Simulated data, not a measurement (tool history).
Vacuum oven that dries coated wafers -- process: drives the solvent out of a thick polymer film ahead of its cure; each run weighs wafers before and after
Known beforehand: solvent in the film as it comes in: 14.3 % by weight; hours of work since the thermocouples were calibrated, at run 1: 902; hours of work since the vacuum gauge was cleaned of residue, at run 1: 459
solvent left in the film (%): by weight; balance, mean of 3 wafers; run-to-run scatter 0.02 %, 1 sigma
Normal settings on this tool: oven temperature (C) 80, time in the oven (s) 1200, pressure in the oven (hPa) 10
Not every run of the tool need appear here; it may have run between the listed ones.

run    hour  oven temperature (C)  time in the oven (s)  pressure in the oven (hPa)  hours of work since the thermocouples were calibrated  hours of work since the vacuum gauge was cleaned of residue  solvent left in the film (%)
  1       0                    80                  1200                          10                                                    902                                                          459                          0.83
  2    36.7                    92                  1200                          10                                                    918                                                          475                          0.31
       67.3  -- oven's thermocouples calibrated
  3   108.8                    80                   900                          10                                                     18                                                          505                          1.51
  4   170.2                    80                  1200                          10                                                     44                                                          531                          0.96
  5   226.2                    80                  1200                          10                                                     68                                                          555                          0.93
  6   265.8                    80                  1200                          10                                                     85                                                          572                             1
  7   324.2                    93                  1200                          10                                                    110                                                          597                          0.29
  8   369.4                    80                  1200                         6.3                                                    129                                                          617                          0.82
  9   415.9                    91                  1200                         6.3                                                    149                                                          637                          0.28
 10   483.8                    80                  1200                        30.6                                                    179                                                          666                          1.73
 11   552.9                    80                  1200                        30.6                                                    208                                                          695                          1.74
 12   624.1                    80                  1200                          10                                                    239                                                          726                          0.97
 13   682.2                    80                  1200                          10                                                    264                                                          751                          0.96
 14   756.1                    80                  1200                        11.5                                                    295                                                          782                          0.99
 15   815.2                    80                  1200                        11.5                                                    321                                                          808                          0.98
 16   889.2                    80                  1200                        11.5                                                    352                                                          840                          1.04
 17   958.8                    73                  1200                          10                                                    382                                                          869                          1.84
 18  1027.6                    81                  1200                         6.7                                                    412                                                          899                          0.74
 19  1068.3                    81                  1200                         6.7                                                    429                                                          916                          0.76
 20  1114.1                    88                   960                        27.1                                                    449                                                          936                           1.1
 21  1164.5                    88                   960                        27.1                                                    470                                                          957                           1.1
 22  1222.1                    94                  1200                        12.4                                                    495                                                          982                          0.35
 23  1294.1                    88                  1200                        12.4                                                    526                                                         1013                          0.53
 24  1339.1                    72                  1560                        32.7                                                    545                                                         1032                          2.53
 25  1385.6                    90                  1320                        24.8                                                    565                                                         1052                          0.77
 26  1436.5                    90                  1860                        34.2                                                    587                                                         1074                          0.95
 27  1481.5                    90                  1860                        34.2                                                    606                                                         1093                          0.97
 28  1543.3                    84                  1140                          10                                                    633                                                         1120                          0.71
 29    1583                    75                  1980                          10                                                    650                                                         1137                          0.81
 30  1638.9                    80                   660                          39                                                    674                                                         1161                          3.38
 31  1684.3                    89                  1920                          10                                                    693                                                         1180                          0.38

What differs in the tool's unlogged condition from the final listed run ahead of each entry between runs to the first listed run following it?
Logged between run 2 and run 3: oven's thermocouples calibrated (hour 67.3)
  true wafer temperature over the reading, C: 1.39 -> 0.16; true pressure over the reading, kPa: 0.159 -> 0.17
  measured value less the no-hidden-state value, solvent left in the film (%): +0.01 -> +0.03
